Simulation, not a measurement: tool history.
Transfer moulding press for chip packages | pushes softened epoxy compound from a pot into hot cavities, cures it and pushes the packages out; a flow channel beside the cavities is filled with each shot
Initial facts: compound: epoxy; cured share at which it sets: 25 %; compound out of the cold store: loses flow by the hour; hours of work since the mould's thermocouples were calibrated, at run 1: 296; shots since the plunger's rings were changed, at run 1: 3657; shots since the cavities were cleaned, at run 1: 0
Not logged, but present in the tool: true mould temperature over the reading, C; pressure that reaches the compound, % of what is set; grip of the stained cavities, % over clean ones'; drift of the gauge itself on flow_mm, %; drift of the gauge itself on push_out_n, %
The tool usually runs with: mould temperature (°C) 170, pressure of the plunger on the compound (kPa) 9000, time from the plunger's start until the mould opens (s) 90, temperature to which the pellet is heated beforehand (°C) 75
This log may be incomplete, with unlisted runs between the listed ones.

run	hour	mould temperature (°C)	pressure of the plunger on the compound (kPa)	time from the plunger's start until the mould opens (s)	temperature to which the pellet is heated beforehand (°C)	hours of work since the mould's thermocouples were calibrated	shots since the plunger's rings were changed	shots since the cavities were cleaned	incoming compound's hours out of the cold store	length that the compound runs in the flow channel (mm)	greatest force on the pins that push the packages out (N)
1	0.0	170	9000	90	75	296	3657	0	38.7	547	434
2	20.7	170	9000	90	75	308	3928	271	47.6	509	442
# hour 45.0: cavities cleaned with cleaning compound and waxed
3	51.3	170	9000	90	75	326	4309	83	45.0	525	439
4	69.9	170	9000	90	75	337	4552	326	41.8	533	444
# hour 90.1: cavities cleaned with cleaning compound and waxed
5	104.8	170	9000	90	75	357	4990	192	44.3	530	463
# hour 136.7: cavities cleaned with cleaning compound and waxed
6	137.5	175	9000	90	75	376	5398	11	10.6	660	392
7	158.2	170	9000	90	75	389	5669	282	40.2	543	460
8	176.7	170	9000	90	71	400	5911	524	13.1	664	467
# hour 182.8: cavities cleaned with cleaning compound and waxed
9	215.2	164	9000	90	75	422	6395	424	26.0	618	672
# hour 227.0: plunger's sealing rings changed
# hour 231.9: cavities cleaned with cleaning compound and waxed
10	251.1	170	9000	90	75	441	296	251	46.2	512	447
11	269.3	170	9000	90	75	452	534	489	40.1	539	450
# hour 276.6: cavities cleaned with cleaning compound and waxed
12	307.5	170	8080	90	75	474	1015	405	9.0	644	486
# hour 322.4: cavities cleaned with cleaning compound and waxed
13	333.0	170	9000	90	75	489	1329	139	9.9	677	489
14	362.6	170	9000	90	75	507	1717	527	16.8	642	468
# hour 368.5: cavities cleaned with cleaning compound and waxed
15	389.5	167	8570	120	74	522	2049	275	15.6	630	416
# hour 414.8: cavities cleaned with cleaning compound and waxed
16	419.1	167	10830	94	74	539	2418	58	41.9	589	475
17	451.1	167	10830	94	74	558	2836	476	31.9	639	509
# hour 460.6: cavities cleaned with cleaning compound and waxed
18	483.5	167	10830	94	74	577	3240	300	23.4	681	484
# hour 504.9: cavities cleaned with cleaning compound and waxed
19	522.6	167	10830	94	74	599	3733	232	38.3	604	493
20	540.2	170	9750	77	75	610	3963	462	43.4	551	615
# hour 550.0: cavities cleaned with cleaning compound and waxed
21	557.7	168	9750	77	71	620	4172	101	21.1	644	740
22	584.7	168	9750	77	71	636	4526	455	11.9	692	805
# hour 594.7: cavities cleaned with cleaning compound and waxed
23	613.5	166	8540	96	67	652	4884	247	10.2	667	540
24	635.9	174	8540	71	67	666	5177	540	23.8	580	572
# hour 640.3: cavities cleaned with cleaning compound and waxed
25	662.4	163	9370	71	72	681	5504	289	19.8	655	1288
# hour 687.3: cavities cleaned with cleaning compound and waxed
26	694.7	172	9000	90	71	699	5907	97	16.8	636	435
27	725.3	172	9000	90	71	718	6308	498	37.9	557	434
# hour 731.4: cavities cleaned with cleaning compound and waxed
# hour 746.9: plunger's sealing rings changed
28	752.6	170	9000	128	71	732	74	245	11.3	674	378

Forecast each of these 3 alternatives for the next run:
# hour 778.9: cavities cleaned with cleaning compound and waxed
A	778.9	170	9580	126	81	747	399	0	31.5	?	?
# hour 778.9: cavities cleaned with cleaning compound and waxed
B	778.9	171	9000	101	75	747	399	0	15.1	?	?
# hour 778.9: cavities cleaned with cleaning compound and waxed
C	778.9	170	9000	102	71	747	399	0	38.2	?	?

run	length that the compound runs in the flow channel (mm)	greatest force on the pins that push the packages out (N)
A	592	381
B	636	405
C	544	394
What these runs would have given with no unlogged condition in the tool:
run	length that the compound runs in the flow channel (mm)	greatest force on the pins that push the packages out (N)
A	592	380
B	636	405
C	544	394

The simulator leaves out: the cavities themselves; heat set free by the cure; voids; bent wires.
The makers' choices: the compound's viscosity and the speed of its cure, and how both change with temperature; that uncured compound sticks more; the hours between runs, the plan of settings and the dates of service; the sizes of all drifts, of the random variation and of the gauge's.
